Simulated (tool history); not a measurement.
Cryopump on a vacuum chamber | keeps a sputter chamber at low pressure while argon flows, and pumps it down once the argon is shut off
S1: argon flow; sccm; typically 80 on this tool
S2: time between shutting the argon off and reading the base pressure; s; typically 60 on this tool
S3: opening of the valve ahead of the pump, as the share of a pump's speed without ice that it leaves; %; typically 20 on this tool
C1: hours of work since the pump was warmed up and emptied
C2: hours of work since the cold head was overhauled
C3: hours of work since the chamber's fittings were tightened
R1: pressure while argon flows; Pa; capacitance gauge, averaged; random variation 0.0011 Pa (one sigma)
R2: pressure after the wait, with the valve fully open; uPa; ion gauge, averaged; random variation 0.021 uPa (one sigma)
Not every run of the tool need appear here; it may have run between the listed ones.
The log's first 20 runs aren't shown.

run   hour   S1   S2  S3   C1   C2    C3      R1    R2
 21  445.3   59  133  18  236  570  2078  0.2713  1.79
 22  458.9   76   60  20  242  576  2083  0.3156  2.00
 23  472.0   76   60  20  247  582  2089  0.3146  1.99
 24  487.4   76   60  20  254  588  2096  0.3161  2.01
 25  501.5   65   23  15  260  595  2102  0.3592  2.60
 26  523.5  151   48  20  270  604  2112  0.6314  2.16
 27  553.4  151   48  20  283  617  2125  0.6318  2.09
 28  572.0   55   48  46  291  625  2133  0.1045  2.16
 29  598.8   86   45  20  303  637  2144  0.3607  2.15
 30  623.1   77  112  28  313  648  2155  0.2337  1.97
 31  654.5  117   20  21  327  661  2169  0.4675  2.84
     676.3  -- pump warmed up, emptied and cooled again
 32  686.4  117   20  21    4  673  2180  0.4541  2.65
 33  700.6   82   25  35   11  679  2187  0.1911  2.39
 34  731.5   80   60  18   24  693  2200  0.3597  1.91

Consider 3 possible next runs. They are alternatives, not a sequence: every one starts from the tool as it was left by run 34. What does each give?
  A  759.3  108  52  39  36  705  2212   ?   ?
  B  759.3   80  35  52  36  705  2212   ?   ?
  C  759.3  123  38  27  36  705  2212   ?   ?

run      R1    R2
  A  0.2267  1.92
  B  0.1265  2.13
  C  0.3716  2.13
Had the tool no hidden state, the same runs would have come out as:
run      R1    R2
  A  0.2241  0.52
  B  0.1246  0.70
  C  0.3686  0.72
